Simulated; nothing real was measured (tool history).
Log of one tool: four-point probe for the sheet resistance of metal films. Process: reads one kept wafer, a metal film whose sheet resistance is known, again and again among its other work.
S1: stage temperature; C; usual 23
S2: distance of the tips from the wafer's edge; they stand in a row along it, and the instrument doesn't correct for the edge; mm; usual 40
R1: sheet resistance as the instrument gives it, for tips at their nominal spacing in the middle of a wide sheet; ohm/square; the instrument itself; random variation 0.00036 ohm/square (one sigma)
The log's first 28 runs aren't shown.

run	day	S1	S2	R1
29	50.679	26	17	1.819411
30	52.367	22	47	1.816139
31	54.762	23	28	1.817161
32	56.517	23	28	1.816856
33	59.125	23	28	1.817051
34	60.788	19	20	1.814203
35	63.254	21	9	1.819077
36	65.321	21	10	1.818001
37	66.754	30	57	1.823142

Forecast each of these 3 alternatives for the next run:
A	68.975	34	49	?
B	68.975	30	57	?
C	68.975	31	6	?

run	R1
A	1.825989
B	1.824040
C	1.831277
Without the tool's hidden state the same runs would have given:
run	R1
A	1.815003
B	1.813045
C	1.820246
